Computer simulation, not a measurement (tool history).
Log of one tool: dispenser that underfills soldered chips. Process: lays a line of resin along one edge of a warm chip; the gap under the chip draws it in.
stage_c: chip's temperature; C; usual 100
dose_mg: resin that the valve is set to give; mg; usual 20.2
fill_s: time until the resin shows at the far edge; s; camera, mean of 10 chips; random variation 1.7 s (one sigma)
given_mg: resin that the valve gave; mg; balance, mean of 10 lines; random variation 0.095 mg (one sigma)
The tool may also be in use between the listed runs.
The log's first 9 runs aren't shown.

| run | hour | stage_c | dose_mg | hours of work since the syringe was changed | hours of work since the valve was cleaned | hours of work since the stage was calibrated | fill_s | given_mg |
|---|---|---|---|---|---|---|---|---|
|  | 57.5 | new syringe of resin |
| 10 | 61.8 | 100 | 20.2 | 3 | 51 | 161 | 190.3 | 19.22 |
|  | 67.4 | new syringe of resin |
| 11 | 67.4 | 100 | 20.2 | 0 | 54 | 164 | 168.8 | 19.03 |
| 12 | 72.2 | 100 | 20.2 | 3 | 57 | 167 | 187.3 | 19.22 |
|  | 76.8 | new syringe of resin |
| 13 | 81.4 | 100 | 20.2 | 3 | 62 | 173 | 187.6 | 18.93 |
| 14 | 85.3 | 100 | 20.2 | 5 | 65 | 175 | 206.2 | 18.97 |
|  | 86.4 | new syringe of resin |
| 15 | 90.5 | 100 | 17.6 | 2 | 68 | 178 | 200 | 16.44 |
|  | 96.2 | new syringe of resin |
| 16 | 98.9 | 100 | 17.6 | 2 | 72 | 183 | 194.1 | 16.54 |
| 17 | 104.2 | 100 | 17.6 | 5 | 76 | 186 | 223.8 | 16.36 |
|  | 106.2 | new syringe of resin |
| 18 | 109.1 | 98 | 18.5 | 2 | 78 | 189 | 200.6 | 17.05 |
|  | 116.2 | new syringe of resin |
| 19 | 117.1 | 98 | 18.5 | 1 | 83 | 194 | 196.3 | 17 |
| 20 | 122.5 | 113 | 19.4 | 4 | 86 | 197 | 134.7 | 17.79 |
|  | 126.1 | new syringe of resin |
| 21 | 126.6 | 105 | 21.5 | 0 | 89 | 199 | 142.7 | 20.03 |
| 22 | 132.9 | 98 | 20.9 | 4 | 93 | 203 | 214 | 19.2 |
|  | 136.1 | new syringe of resin |
| 23 | 141.7 | 106 | 18.1 | 3 | 98 | 208 | 166.5 | 16.45 |
|  | 145.9 | new syringe of resin |
| 24 | 146.7 | 106 | 17.5 | 0 | 101 | 211 | 150.2 | 15.78 |
| 25 | 152 | 106 | 17.5 | 4 | 104 | 214 | 169.4 | 15.74 |
|  | 155.9 | new syringe of resin |
| 26 | 157.5 | 91 | 25.5 | 1 | 107 | 217 | 239.1 | 22.87 |
| 27 | 163.1 | 91 | 25.5 | 4 | 110 | 221 | 273.1 | 23.01 |
|  | 165.8 | new syringe of resin |
|  | 170.4 | dispensing valve cleaned and set on the balance |
| 28 | 171.1 | 112 | 19.2 | 3 | 0 | 225 | 124.6 | 19.14 |
|  | 176.4 | new syringe of resin |
| 29 | 176.7 | 113 | 22.7 | 0 | 4 | 228 | 106.7 | 22.53 |
| 30 | 180.5 | 108 | 26 | 3 | 6 | 230 | 138.2 | 25.87 |

The next listed run, before its measurement:
|  | 186.1 | new syringe of resin |
| 31 | 187.9 | 91 | 20.5 | 1 | 10 | 235 | ? | ? |

{"run 31": {"fill_s": 249.7, "given_mg": 20.39}}
Without the tool's hidden state the same run would have given fill_s 228.5 s, given_mg 20.59 mg.
